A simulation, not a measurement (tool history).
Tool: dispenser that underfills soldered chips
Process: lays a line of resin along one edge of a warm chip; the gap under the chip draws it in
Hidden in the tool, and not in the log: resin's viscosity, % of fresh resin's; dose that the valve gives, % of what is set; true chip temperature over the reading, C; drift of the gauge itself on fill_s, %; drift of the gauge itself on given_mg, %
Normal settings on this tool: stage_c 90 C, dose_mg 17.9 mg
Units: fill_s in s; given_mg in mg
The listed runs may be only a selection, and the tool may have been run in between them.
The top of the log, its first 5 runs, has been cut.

run,hour,stage_c,dose_mg,hours of work since the syringe was changed,hours of work since the valve was cleaned,hours of work since the stage was calibrated,fill_s,given_mg
6,41,90,17.9,6,37,279,179.6,17.36
# hour 42: new syringe of resin
# hour 52.3: new syringe of resin
7,52.4,90,17.9,0,44,286,144.4,17.09
8,59.5,90,17.9,5,49,291,171.1,17.06
# hour 63.4: new syringe of resin
9,68.1,90,18.1,3,54,296,160.3,17.09
# hour 73.8: new syringe of resin
10,78.6,90,18.1,3,61,303,165,16.99
# hour 84.8: new syringe of resin
# hour 85.8: dispensing valve cleaned and set on the balance
11,91.7,90,17.4,4,4,311,167.4,17.26
# hour 97.3: new syringe of resin
12,99.4,101,17.4,1,9,315,107.3,17.32
13,106.9,101,17.4,6,14,320,129.2,17.06
# hour 108.3: new syringe of resin
# hour 118.9: new syringe of resin
14,119.4,90,17.9,0,22,328,144.8,17.46
# hour 129.8: new syringe of resin
15,130.1,90,20.1,0,28,335,141.8,19.44
16,136.6,90,20.1,5,33,339,165.8,19.3
# hour 141.2: new syringe of resin
17,145.1,90,20.1,3,38,345,155.4,18.98
# hour 151.9: new syringe of resin
18,156.8,90,20.1,3,46,352,156.6,19.12
# hour 162.3: new syringe of resin
19,168,84,18.4,4,53,360,206.8,17.28
# hour 172.8: new syringe of resin
20,180.7,104,20.5,5,61,368,108.6,19.29
# hour 183.2: new syringe of resin
# hour 187.4: dispensing valve cleaned and set on the balance
21,189.7,104,20.5,4,2,373,104.4,20.32
# hour 194.4: new syringe of resin
22,197.1,76,16.1,2,6,378,246.7,15.95
# hour 205.6: new syringe of resin
23,205.6,76,16.1,0,12,383,228.8,15.89
# hour 216: new syringe of resin
24,220.7,76,16.1,3,21,393,249.9,15.6

The next listed run, before its measurement:
# hour 226.9: new syringe of resin
25,232,90,20.3,3,29,400,?,?

{"run 25": {"fill_s": 159.8, "given_mg": 19.73}}
With the hidden condition absent and the run-to-run variation left alone, this run would have shown fill_s 150.2 s, given_mg 20.36 mg.

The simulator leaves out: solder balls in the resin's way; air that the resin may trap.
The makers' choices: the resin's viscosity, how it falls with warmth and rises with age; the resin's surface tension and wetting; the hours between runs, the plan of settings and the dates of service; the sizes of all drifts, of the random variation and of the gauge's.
